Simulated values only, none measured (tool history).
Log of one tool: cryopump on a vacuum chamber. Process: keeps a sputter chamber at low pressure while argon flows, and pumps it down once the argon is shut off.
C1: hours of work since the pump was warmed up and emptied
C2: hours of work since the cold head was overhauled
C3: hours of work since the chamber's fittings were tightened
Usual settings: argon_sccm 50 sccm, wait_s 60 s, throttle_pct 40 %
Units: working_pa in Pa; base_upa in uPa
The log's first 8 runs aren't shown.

{"run": 9, "hour": 535.7, "argon_sccm": 50, "wait_s": 60, "throttle_pct": 40, "C1": 630, "C2": 1823, "C3": 2124, "working_pa": 0.124, "base_upa": 1.34}
{"run": 10, "hour": 605.1, "argon_sccm": 50, "wait_s": 60, "throttle_pct": 40, "C1": 678, "C2": 1871, "C3": 2172, "working_pa": 0.1241, "base_upa": 1.37}
{"run": 11, "hour": 706.1, "argon_sccm": 50, "wait_s": 60, "throttle_pct": 26, "C1": 747, "C2": 1940, "C3": 2241, "working_pa": 0.1867, "base_upa": 1.37}
{"run": 12, "hour": 782.3, "argon_sccm": 50, "wait_s": 60, "throttle_pct": 26, "C1": 800, "C2": 1992, "C3": 2294, "working_pa": 0.1866, "base_upa": 1.43}
{"run": 13, "hour": 834.1, "argon_sccm": 50, "wait_s": 60, "throttle_pct": 55, "C1": 835, "C2": 2028, "C3": 2329, "working_pa": 0.0955, "base_upa": 1.5}
{"run": 14, "hour": 895.5, "argon_sccm": 50, "wait_s": 60, "throttle_pct": 40, "C1": 877, "C2": 2070, "C3": 2371, "working_pa": 0.1277, "base_upa": 1.5}
{"run": 15, "hour": 950.2, "argon_sccm": 50, "wait_s": 60, "throttle_pct": 52, "C1": 915, "C2": 2108, "C3": 2409, "working_pa": 0.1007, "base_upa": 1.54}
{"run": 16, "hour": 1002.0, "argon_sccm": 50, "wait_s": 60, "throttle_pct": 52, "C1": 951, "C2": 2143, "C3": 2445, "working_pa": 0.1007, "base_upa": 1.51}
{"run": 17, "hour": 1078.3, "argon_sccm": 50, "wait_s": 60, "throttle_pct": 52, "C1": 1003, "C2": 2196, "C3": 2497, "working_pa": 0.1017, "base_upa": 1.58}
{"run": 18, "hour": 1135.3, "argon_sccm": 50, "wait_s": 60, "throttle_pct": 52, "C1": 1042, "C2": 2235, "C3": 2536, "working_pa": 0.1033, "base_upa": 1.61}
{"run": 19, "hour": 1208.5, "argon_sccm": 20, "wait_s": 60, "throttle_pct": 30, "C1": 1093, "C2": 2285, "C3": 2587, "working_pa": 0.0681, "base_upa": 1.58}
{"hour": 1262.4, "done": "pump warmed up, emptied and cooled again"}
{"run": 20, "hour": 1291.2, "argon_sccm": 65, "wait_s": 27, "throttle_pct": 47, "C1": 20, "C2": 2339, "C3": 2640, "working_pa": 0.1291, "base_upa": 2.08}
{"run": 21, "hour": 1382.2, "argon_sccm": 65, "wait_s": 27, "throttle_pct": 47, "C1": 82, "C2": 2401, "C3": 2703, "working_pa": 0.1308, "base_upa": 2.09}

Forecast run 22:
{"run": 22, "hour": 1483.8, "argon_sccm": 50, "wait_s": 60, "throttle_pct": 22, "C1": 152, "C2": 2471, "C3": 2772, "working_pa": "?", "base_upa": "?"}

{"run 22": {"working_pa": 0.2144, "base_upa": 1.51}}
Without the tool's hidden state the same run would have given working_pa 0.2108 Pa, base_upa 0.77 uPa.
